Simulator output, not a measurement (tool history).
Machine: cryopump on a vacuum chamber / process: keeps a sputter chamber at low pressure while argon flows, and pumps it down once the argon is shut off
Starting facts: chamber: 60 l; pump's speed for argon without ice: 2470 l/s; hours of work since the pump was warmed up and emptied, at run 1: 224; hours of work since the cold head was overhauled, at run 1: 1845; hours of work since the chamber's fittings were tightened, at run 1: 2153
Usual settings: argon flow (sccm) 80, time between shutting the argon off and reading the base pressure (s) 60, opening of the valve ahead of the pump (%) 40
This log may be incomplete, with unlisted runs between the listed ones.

| run | hour | argon flow (sccm) | time between shutting the argon off and reading the base pressure (s) | opening of the valve ahead of the pump (%) | hours of work since the pump was warmed up and emptied | hours of work since the cold head was overhauled | hours of work since the chamber's fittings were tightened | pressure while argon flows (Pa) | pressure after the wait (uPa) |
|---|---|---|---|---|---|---|---|---|---|
| 1 | 0 | 80 | 60 | 40 | 224 | 1845 | 2153 | 0.142 | 1.39 |
| 2 | 62.3 | 80 | 60 | 40 | 274 | 1895 | 2202 | 0.1435 | 1.46 |
|  | 155.5 | pump warmed up, emptied and cooled again |
| 3 | 165.5 | 80 | 60 | 40 | 8 | 1973 | 2280 | 0.1388 | 1.42 |
| 4 | 242.8 | 80 | 60 | 40 | 69 | 2034 | 2342 | 0.1394 | 1.43 |
| 5 | 320.1 | 80 | 60 | 40 | 131 | 2095 | 2403 | 0.1414 | 1.51 |
| 6 | 417.9 | 80 | 60 | 40 | 208 | 2173 | 2481 | 0.143 | 1.53 |
| 7 | 497.9 | 80 | 60 | 51 | 272 | 2236 | 2544 | 0.1154 | 1.59 |
|  | 598.5 | pump warmed up, emptied and cooled again |
| 8 | 606.7 | 80 | 60 | 26 | 7 | 2319 | 2626 | 0.2117 | 1.53 |
| 9 | 694.7 | 80 | 60 | 40 | 76 | 2389 | 2696 | 0.1401 | 1.57 |
| 10 | 743 | 80 | 60 | 40 | 115 | 2427 | 2735 | 0.1403 | 1.59 |
| 11 | 799.1 | 80 | 60 | 29 | 159 | 2471 | 2779 | 0.1931 | 1.67 |
| 12 | 851.5 | 80 | 87 | 29 | 201 | 2513 | 2821 | 0.194 | 1.55 |
| 13 | 928.1 | 80 | 87 | 29 | 262 | 2574 | 2881 | 0.1964 | 1.55 |
|  | 965.6 | leaking fittings of the chamber tightened, without venting |
| 14 | 981 | 80 | 87 | 29 | 302 | 2614 | 12 | 0.1979 | 0.54 |
|  | 1039.6 | pump warmed up, emptied and cooled again |
| 15 | 1039.6 | 80 | 87 | 29 | 0 | 2657 | 55 | 0.1901 | 0.51 |
| 16 | 1095.6 | 80 | 87 | 29 | 44 | 2701 | 99 | 0.1905 | 0.51 |
| 17 | 1137.9 | 80 | 60 | 35 | 78 | 2735 | 133 | 0.1586 | 0.69 |
| 18 | 1181.8 | 80 | 60 | 35 | 113 | 2769 | 168 | 0.1601 | 0.72 |
| 19 | 1247.2 | 137 | 48 | 33 | 165 | 2821 | 220 | 0.2948 | 0.89 |
| 20 | 1346 | 137 | 48 | 33 | 243 | 2900 | 298 | 0.2959 | 0.95 |
| 21 | 1434.1 | 39 | 49 | 40 | 313 | 2970 | 368 | 0.0712 | 0.93 |
|  | 1481.3 | pump warmed up, emptied and cooled again |
| 22 | 1531.2 | 38 | 60 | 40 | 40 | 3043 | 441 | 0.066 | 0.8 |
| 23 | 1574 | 126 | 62 | 40 | 74 | 3077 | 475 | 0.2194 | 0.81 |
| 24 | 1616.5 | 106 | 60 | 16 | 107 | 3110 | 509 | 0.4594 | 0.8 |
| 25 | 1707.7 | 80 | 222 | 46 | 180 | 3183 | 581 | 0.1253 | 0.5 |
| 26 | 1753.3 | 80 | 26 | 20 | 216 | 3219 | 617 | 0.2821 | 1.6 |
| 27 | 1805.7 | 89 | 33 | 57 | 257 | 3261 | 659 | 0.1153 | 1.37 |
| 28 | 1872.7 | 87 | 36 | 30 | 311 | 3314 | 712 | 0.2088 | 1.28 |
|  | 1920.5 | pump warmed up, emptied and cooled again |
| 29 | 1978.6 | 68 | 161 | 40 | 46 | 3394 | 792 | 0.1178 | 0.59 |
| 30 | 2053.3 | 98 | 161 | 31 | 105 | 3453 | 851 | 0.2208 | 0.65 |
| 31 | 2099.7 | 33 | 68 | 24 | 142 | 3490 | 888 | 0.0966 | 0.89 |
| 32 | 2196.1 | 108 | 119 | 49 | 219 | 3566 | 964 | 0.1603 | 0.75 |
| 33 | 2289.1 | 80 | 60 | 33 | 292 | 3640 | 1038 | 0.1742 | 1 |

Predict each of these 3 candidate next runs independently; none follows another, all start after run 33:
|  | 2361.7 | pump warmed up, emptied and cooled again |
| A | 2368.3 | 80 | 46 | 35 | 5 | 3699 | 1097 | ? | ? |
|  | 2361.7 | pump warmed up, emptied and cooled again |
| B | 2368.3 | 105 | 60 | 40 | 5 | 3699 | 1097 | ? | ? |
|  | 2361.7 | pump warmed up, emptied and cooled again |
| C | 2368.3 | 58 | 27 | 17 | 5 | 3699 | 1097 | ? | ? |

| run | pressure while argon flows (Pa) | pressure after the wait (uPa) |
|---|---|---|
| A | 0.159 | 1.14 |
| B | 0.1812 | 1.03 |
| C | 0.2345 | 1.64 |
The same runs, with their run-to-run variation unchanged, on a tool lacking any hidden condition would have given:
| run | pressure while argon flows (Pa) | pressure after the wait (uPa) |
|---|---|---|
| A | 0.1576 | 0.79 |
| B | 0.1793 | 0.67 |
| C | 0.2334 | 1.27 |
